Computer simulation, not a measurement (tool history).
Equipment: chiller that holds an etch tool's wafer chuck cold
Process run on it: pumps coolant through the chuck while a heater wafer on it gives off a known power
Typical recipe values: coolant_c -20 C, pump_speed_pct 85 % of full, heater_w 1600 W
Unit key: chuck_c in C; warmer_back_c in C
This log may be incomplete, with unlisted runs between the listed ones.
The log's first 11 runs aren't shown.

run	hour	coolant_c	pump_speed_pct	heater_w	hours since the coolant was changed and the channels were flushed	hours since the pump was overhauled	hours since the chiller's thermometer was calibrated	chuck_c	warmer_back_c
# hour 290.0: coolant pump overhauled
12	306.5	-20	85	1600	3362	17	1723	-2.9	6.11
13	329.8	-20	85	1912	3385	40	1746	0.8	7.40
14	352.7	-20	85	1912	3408	63	1769	0.8	7.35
# hour 381.2: coolant pump overhauled, once more
15	395.5	-20	85	1600	3446	14	1807	-3.2	5.98
16	437.0	-20	85	1600	3487	56	1848	-3.1	5.98
17	465.1	-20	85	1600	3515	84	1876	-3.1	5.94
18	506.8	-20	85	1600	3557	126	1918	-3.1	5.99
19	544.9	-20	85	1600	3595	164	1956	-3.1	5.99
# hour 581.8: coolant changed, channels flushed
20	591.0	-20	69	1762	9	204	1996	-2.6	8.03
21	614.4	-20	69	1762	33	227	2020	-2.2	8.10
22	636.6	-12	85	1600	55	249	2042	1.7	5.91

Predict the results of run 23:
23	670.1	-12	85	1600	88	283	2075	?	?

chuck_c: 1.6 C
warmer_back_c: 6.03 C
Were there no unlogged condition in the tool, this run, its random variation unchanged, would have produced chuck_c 2.2 C, warmer_back_c 5.99 C.

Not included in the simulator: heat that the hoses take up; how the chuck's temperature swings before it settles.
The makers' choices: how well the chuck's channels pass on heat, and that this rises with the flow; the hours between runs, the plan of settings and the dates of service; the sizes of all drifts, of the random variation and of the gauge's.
